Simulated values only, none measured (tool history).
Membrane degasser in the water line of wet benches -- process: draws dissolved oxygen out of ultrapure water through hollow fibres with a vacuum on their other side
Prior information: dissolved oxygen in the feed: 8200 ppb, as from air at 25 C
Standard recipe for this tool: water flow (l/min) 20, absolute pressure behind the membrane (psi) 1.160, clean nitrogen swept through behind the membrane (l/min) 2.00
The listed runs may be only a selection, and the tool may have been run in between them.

| run | hour | water flow (l/min) | absolute pressure behind the membrane (psi) | clean nitrogen swept through behind the membrane (l/min) | dissolved oxygen in the water behind the degasser (ppb) | pressure that the water loses in the fibres (psi) |
|---|---|---|---|---|---|---|
| 1 | 0.0 | 20 | 1.160 | 2.00 | 375.9 | 11.410 |
|  | 174.2 | vacuum gauge calibrated |
| 2 | 202.7 | 20 | 0.714 | 2.00 | 311.2 | 11.542 |
| 3 | 451.3 | 20 | 0.714 | 2.00 | 317.3 | 11.513 |
| 4 | 720.0 | 20 | 0.714 | 2.00 | 315.1 | 11.520 |
| 5 | 1030.8 | 20 | 1.160 | 1.13 | 463.3 | 11.610 |
|  | 1105.3 | vacuum gauge calibrated, once more |
| 6 | 1355.4 | 20 | 1.160 | 2.00 | 381.8 | 11.590 |
|  | 1520.5 | membrane cartridge changed |
| 7 | 1605.3 | 20 | 1.160 | 2.00 | 275.3 | 10.066 |
| 8 | 1928.7 | 20 | 1.160 | 2.00 | 284.0 | 10.099 |
| 9 | 2231.9 | 20 | 1.054 | 2.00 | 265.8 | 10.196 |
| 10 | 2443.0 | 20 | 1.054 | 2.00 | 266.9 | 10.206 |
| 11 | 2730.5 | 20 | 1.300 | 2.00 | 309.7 | 10.292 |
| 12 | 2982.7 | 20 | 1.300 | 2.00 | 314.4 | 10.225 |
| 13 | 3198.4 | 20 | 1.300 | 2.00 | 311.6 | 10.289 |
| 14 | 3509.3 | 20 | 1.300 | 2.00 | 318.4 | 10.347 |
| 15 | 3814.2 | 20 | 0.711 | 2.00 | 227.4 | 10.314 |
| 16 | 4114.9 | 19 | 1.160 | 2.00 | 278.7 | 9.863 |
| 17 | 4297.7 | 19 | 1.923 | 2.00 | 392.9 | 9.910 |
| 18 | 4571.0 | 29 | 1.242 | 4.11 | 468.4 | 15.130 |
| 19 | 4878.7 | 31 | 1.269 | 2.00 | 605.6 | 16.201 |
|  | 5054.8 | vacuum gauge calibrated |
| 20 | 5114.5 | 21 | 1.160 | 2.00 | 326.6 | 11.059 |
| 21 | 5313.5 | 13 | 1.160 | 2.00 | 149.2 | 6.831 |
| 22 | 5563.7 | 13 | 2.889 | 1.69 | 379.5 | 6.860 |
| 23 | 5847.1 | 13 | 0.754 | 1.39 | 121.1 | 6.875 |
| 24 | 6086.6 | 20 | 1.510 | 2.00 | 374.8 | 10.660 |
| 25 | 6403.2 | 20 | 1.160 | 5.63 | 251.4 | 10.639 |
| 26 | 6658.6 | 20 | 1.160 | 5.63 | 252.3 | 10.662 |
| 27 | 6921.6 | 13 | 1.188 | 2.12 | 159.0 | 6.955 |
| 28 | 7124.8 | 15 | 1.466 | 0.88 | 381.2 | 8.047 |
| 29 | 7317.0 | 31 | 0.912 | 5.60 | 512.0 | 16.687 |
|  | 7379.5 | seals of the vacuum lines changed |
| 30 | 7653.9 | 19 | 1.160 | 4.71 | 245.6 | 10.206 |
| 31 | 7855.5 | 20 | 0.711 | 3.11 | 244.2 | 10.900 |
| 32 | 8045.2 | 20 | 0.711 | 3.11 | 244.1 | 10.801 |
| 33 | 8310.6 | 20 | 0.711 | 2.96 | 255.4 | 10.901 |

Here are 3 independent what-if runs from the current tool condition. What would each one return?
| A | 8613.4 | 20 | 1.160 | 2.47 | ? | ? |
| B | 8613.4 | 20 | 0.711 | 3.17 | ? | ? |
| C | 8613.4 | 14 | 1.160 | 4.21 | ? | ? |

| run | dissolved oxygen in the water behind the degasser (ppb) | pressure that the water loses in the fibres (psi) |
|---|---|---|
| A | 316.6 | 10.901 |
| B | 255.3 | 10.834 |
| C | 144.1 | 7.639 |
Stripped of hidden state, with their random variation kept, the same runs would have yielded:
| run | dissolved oxygen in the water behind the degasser (ppb) | pressure that the water loses in the fibres (psi) |
|---|---|---|
| A | 257.1 | 10.089 |
| B | 195.3 | 10.026 |
| C | 111.7 | 7.068 |
